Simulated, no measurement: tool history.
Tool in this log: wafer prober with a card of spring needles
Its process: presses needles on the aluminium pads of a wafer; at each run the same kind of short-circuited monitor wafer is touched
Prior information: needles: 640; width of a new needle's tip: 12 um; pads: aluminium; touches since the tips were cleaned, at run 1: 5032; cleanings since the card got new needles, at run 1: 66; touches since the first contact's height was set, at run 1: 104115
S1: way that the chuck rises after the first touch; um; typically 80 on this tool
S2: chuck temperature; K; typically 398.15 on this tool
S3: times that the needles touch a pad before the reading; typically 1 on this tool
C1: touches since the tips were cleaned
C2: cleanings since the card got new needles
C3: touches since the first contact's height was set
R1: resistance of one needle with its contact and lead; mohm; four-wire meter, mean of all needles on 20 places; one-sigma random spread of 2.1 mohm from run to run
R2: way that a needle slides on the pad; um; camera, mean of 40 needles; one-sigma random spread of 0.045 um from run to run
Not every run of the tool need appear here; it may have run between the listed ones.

| run | hour | S1 | S2 | S3 | C1 | C2 | C3 | R1 | R2 |
|---|---|---|---|---|---|---|---|---|---|
| 1 | 0 | 80 | 398.15 | 1 | 5032 | 66 | 104115 | 240 | 14.22 |
|  | 2.2 | tips cleaned on abrasive film |
|  | 14.9 | tips cleaned on abrasive film |
| 2 | 17 | 80 | 398.15 | 1 | 1067 | 68 | 112306 | 231 | 14.04 |
|  | 28.1 | tips cleaned on abrasive film |
| 3 | 34.4 | 80 | 398.15 | 1 | 3063 | 69 | 120690 | 238 | 14.22 |
|  | 41.4 | tips cleaned on abrasive film |
|  | 54.5 | tips cleaned on abrasive film |
| 4 | 58.2 | 80 | 398.15 | 1 | 1772 | 71 | 132165 | 237 | 14.15 |
|  | 68.5 | tips cleaned on abrasive film |
|  | 83.1 | tips cleaned on abrasive film |
| 5 | 88.6 | 80 | 398.15 | 1 | 2663 | 73 | 146840 | 238 | 14.19 |
|  | 96 | tips cleaned on abrasive film |
| 6 | 103.6 | 80 | 348.15 | 1 | 3681 | 74 | 154095 | 225 | 14.18 |
|  | 108.8 | tips cleaned on abrasive film |
|  | 122.4 | tips cleaned on abrasive film |
|  | 134.9 | tips cleaned on abrasive film |
| 7 | 135.8 | 80 | 398.15 | 1 | 460 | 77 | 169612 | 235 | 14.12 |
|  | 148.9 | tips cleaned on abrasive film |
|  | 156.9 | height of the first contact set anew |
|  | 163.6 | tips cleaned on abrasive film |
| 8 | 163.6 | 80 | 302.15 | 1 | 1 | 79 | 3213 | 211 | 14.24 |
|  | 176.3 | tips cleaned on abrasive film |
|  | 191 | tips cleaned on abrasive film |
| 9 | 193.8 | 80 | 302.15 | 1 | 1354 | 81 | 17775 | 212 | 14.22 |
|  | 204.7 | tips cleaned on abrasive film |
| 10 | 214.9 | 80 | 302.15 | 2 | 4959 | 82 | 27970 | 215 | 14.15 |
|  | 217 | tips cleaned on abrasive film |
|  | 229.4 | tips cleaned on abrasive film |
| 11 | 231 | 80 | 398.15 | 1 | 779 | 84 | 35712 | 236 | 14.08 |
|  | 243.9 | tips cleaned on abrasive film |
|  | 256.7 | tips cleaned on abrasive film |
| 12 | 263.7 | 80 | 398.15 | 1 | 3405 | 86 | 51509 | 240 | 14.09 |
|  | 271 | tips cleaned on abrasive film |
|  | 283.9 | tips cleaned on abrasive film |
| 13 | 289.7 | 77 | 398.15 | 1 | 2828 | 88 | 64065 | 234 | 13.67 |
|  | 296 | tips cleaned on abrasive film |
|  | 308.2 | tips cleaned on abrasive film |
| 14 | 308.5 | 77 | 398.15 | 1 | 136 | 90 | 73106 | 240 | 13.67 |
|  | 321.1 | tips cleaned on abrasive film |
|  | 335 | tips cleaned on abrasive film |
| 15 | 337.5 | 80 | 398.15 | 1 | 1186 | 92 | 87101 | 236 | 14.18 |
|  | 347.5 | tips cleaned on abrasive film |
| 16 | 357.6 | 69 | 398.15 | 1 | 4919 | 93 | 96842 | 234 | 12.23 |
|  | 360.7 | tips cleaned on abrasive film |
|  | 374.5 | tips cleaned on abrasive film |
|  | 387.5 | tips cleaned on abrasive film |
| 17 | 387.5 | 81 | 369.15 | 1 | 0 | 96 | 111213 | 228 | 14.3 |
|  | 401.8 | tips cleaned on abrasive film |
| 18 | 412.4 | 92 | 398.15 | 1 | 5125 | 97 | 123259 | 238 | 16.29 |
|  | 415.1 | tips cleaned on abrasive film |
|  | 428 | tips cleaned on abrasive film |
|  | 440.5 | tips cleaned on abrasive film |
| 19 | 440.5 | 92 | 398.15 | 1 | 0 | 100 | 136789 | 238 | 16.21 |
|  | 452.9 | tips cleaned on abrasive film |
| 20 | 461.9 | 92 | 304.15 | 2 | 4373 | 101 | 147168 | 213 | 16.32 |
|  | 467 | tips cleaned on abrasive film |
|  | 481.5 | tips cleaned on abrasive film |
| 21 | 492.9 | 92 | 304.15 | 2 | 5570 | 103 | 162127 | 214 | 16.3 |
|  | 494.9 | tips cleaned on abrasive film |
|  | 508.2 | tips cleaned on abrasive film |
| 22 | 518.5 | 91 | 320.15 | 2 | 4984 | 105 | 174467 | 218 | 16.12 |
|  | 521.9 | tips cleaned on abrasive film |
|  | 528.9 | height of the first contact set anew |
|  | 535.4 | tips cleaned on abrasive film |
| 23 | 535.4 | 91 | 320.15 | 2 | 0 | 107 | 3140 | 219 | 16.03 |
|  | 547.8 | tips cleaned on abrasive film |
|  | 559.9 | tips cleaned on abrasive film |
| 24 | 563.6 | 91 | 320.15 | 2 | 1765 | 109 | 16728 | 216 | 16.09 |
|  | 572.7 | tips cleaned on abrasive film |
| 25 | 579.3 | 91 | 320.15 | 2 | 3218 | 110 | 24318 | 218 | 16.06 |
|  | 586.9 | tips cleaned on abrasive film |
|  | 599.6 | tips cleaned on abrasive film |
| 26 | 604.3 | 91 | 320.15 | 2 | 2273 | 112 | 36399 | 217 | 16.04 |
|  | 613.2 | tips cleaned on abrasive film |
|  | 626.1 | tips cleaned on abrasive film |
| 27 | 635.6 | 74 | 340.15 | 3 | 4600 | 114 | 51508 | 223 | 13.09 |
|  | 638.3 | tips cleaned on abrasive film |
|  | 652 | tips cleaned on abrasive film |
| 28 | 662.7 | 66 | 398.15 | 2 | 5204 | 116 | 64598 | 239 | 11.66 |
|  | 665.5 | tips cleaned on abrasive film |
|  | 678.2 | tips cleaned on abrasive film |
| 29 | 678.2 | 78 | 321.15 | 2 | 0 | 118 | 72013 | 219 | 13.78 |
|  | 690.5 | tips cleaned on abrasive film |
| 30 | 698.4 | 96 | 318.15 | 2 | 3884 | 119 | 81819 | 220 | 17 |

For each entry between runs, how does the tool's hidden state at the last listed run before it compare with that at the first listed run after it?
Between runs 1 and 2: tips cleaned on abrasive film (hour 2.2); tips cleaned on abrasive film (hour 14.9)
  debris on the tips, nm: 4 -> 2.3
Between runs 2 and 3: tips cleaned on abrasive film (hour 28.1)
  debris on the tips, nm: 2.3 -> 3.7
Between runs 3 and 4: tips cleaned on abrasive film (hour 41.4); tips cleaned on abrasive film (hour 54.5)
  debris on the tips, nm: 3.7 -> 3; way that the needles fall short of the set height, um: 0.03 -> 0.04
Between runs 4 and 5: tips cleaned on abrasive film (hour 68.5); tips cleaned on abrasive film (hour 83.1)
  debris on the tips, nm: 3 -> 3.5
Between runs 5 and 6: tips cleaned on abrasive film (hour 96)
  debris on the tips, nm: 3.5 -> 3.8
Between runs 6 and 7: tips cleaned on abrasive film (hour 108.8); tips cleaned on abrasive film (hour 122.4); tips cleaned on abrasive film (hour 134.9)
  debris on the tips, nm: 3.8 -> 1; way that the needles fall short of the set height, um: 0.04 -> 0.05
Between runs 7 and 8: tips cleaned on abrasive film (hour 148.9); height of the first contact set anew (hour 156.9); tips cleaned on abrasive film (hour 163.6)
  debris on the tips, nm: 1 -> 0.4; way that the needles fall short of the set height, um: 0.05 -> 0
Between runs 8 and 9: tips cleaned on abrasive film (hour 176.3); tips cleaned on abrasive film (hour 191)
  debris on the tips, nm: 0.4 -> 2; way that the needles fall short of the set height, um: 0 -> 0.01; tips' diameter, um: 12.05 -> 12.06
Between runs 9 and 10: tips cleaned on abrasive film (hour 204.7)
  debris on the tips, nm: 2 -> 4
Between runs 10 and 11: tips cleaned on abrasive film (hour 217); tips cleaned on abrasive film (hour 229.4)
  debris on the tips, nm: 4 -> 1.7
Between runs 11 and 12: tips cleaned on abrasive film (hour 243.9); tips cleaned on abrasive film (hour 256.7)
  debris on the tips, nm: 1.7 -> 3.8; way that the needles fall short of the set height, um: 0.01 -> 0.02
Between runs 12 and 13: tips cleaned on abrasive film (hour 271); tips cleaned on abrasive film (hour 283.9)
  debris on the tips, nm: 3.8 -> 3.4
Between runs 13 and 14: tips cleaned on abrasive film (hour 296); tips cleaned on abrasive film (hour 308.2)
  debris on the tips, nm: 3.4 -> 0.5
Between runs 14 and 15: tips cleaned on abrasive film (hour 321.1); tips cleaned on abrasive film (hour 335)
  debris on the tips, nm: 0.5 -> 1.9; way that the needles fall short of the set height, um: 0.02 -> 0.03
Between runs 15 and 16: tips cleaned on abrasive film (hour 347.5)
  debris on the tips, nm: 1.9 -> 3.9
Between runs 16 and 17: tips cleaned on abrasive film (hour 360.7); tips cleaned on abrasive film (hour 374.5); tips cleaned on abrasive film (hour 387.5)
  debris on the tips, nm: 3.9 -> 0.4; way that the needles fall short of the set height, um: 0.03 -> 0.04; tips' diameter, um: 12.06 -> 12.07
Between runs 17 and 18: tips cleaned on abrasive film (hour 401.8)
  debris on the tips, nm: 0.4 -> 4
Between runs 18 and 19: tips cleaned on abrasive film (hour 415.1); tips cleaned on abrasive film (hour 428); tips cleaned on abrasive film (hour 440.5)
  debris on the tips, nm: 4 -> 0.4
Between runs 19 and 20: tips cleaned on abrasive film (hour 452.9)
  debris on the tips, nm: 0.4 -> 3.9
Between runs 20 and 21: tips cleaned on abrasive film (hour 467); tips cleaned on abrasive film (hour 481.5)
  debris on the tips, nm: 3.9 -> 4; way that the needles fall short of the set height, um: 0.04 -> 0.05
Between runs 21 and 22: tips cleaned on abrasive film (hour 494.9); tips cleaned on abrasive film (hour 508.2)
  no hidden state differs between the two runs
Between runs 22 and 23: tips cleaned on abrasive film (hour 521.9); height of the first contact set anew (hour 528.9); tips cleaned on abrasive film (hour 535.4)
  debris on the tips, nm: 4 -> 0.4; way that the needles fall short of the set height, um: 0.05 -> 0
Between runs 23 and 24: tips cleaned on abrasive film (hour 547.8); tips cleaned on abrasive film (hour 559.9)
  debris on the tips, nm: 0.4 -> 2.8; way that the needles fall short of the set height, um: 0 -> 0.01; tips' diameter, um: 12.07 -> 12.08
Between runs 24 and 25: tips cleaned on abrasive film (hour 572.7)
  debris on the tips, nm: 2.8 -> 3.7
Between runs 25 and 26: tips cleaned on abrasive film (hour 586.9); tips cleaned on abrasive film (hour 599.6)
  debris on the tips, nm: 3.7 -> 3.3
Between runs 26 and 27: tips cleaned on abrasive film (hour 613.2); tips cleaned on abrasive film (hour 626.1)
  debris on the tips, nm: 3.3 -> 4; way that the needles fall short of the set height, um: 0.01 -> 0.02
Between runs 27 and 28: tips cleaned on abrasive film (hour 638.3); tips cleaned on abrasive film (hour 652)
  no hidden state differs between the two runs
Between runs 28 and 29: tips cleaned on abrasive film (hour 665.5); tips cleaned on abrasive film (hour 678.2)
  debris on the tips, nm: 4 -> 0.4; way that the needles fall short of the set height, um: 0.02 -> 0.03
Between runs 29 and 30: tips cleaned on abrasive film (hour 690.5)
  debris on the tips, nm: 0.4 -> 3.9

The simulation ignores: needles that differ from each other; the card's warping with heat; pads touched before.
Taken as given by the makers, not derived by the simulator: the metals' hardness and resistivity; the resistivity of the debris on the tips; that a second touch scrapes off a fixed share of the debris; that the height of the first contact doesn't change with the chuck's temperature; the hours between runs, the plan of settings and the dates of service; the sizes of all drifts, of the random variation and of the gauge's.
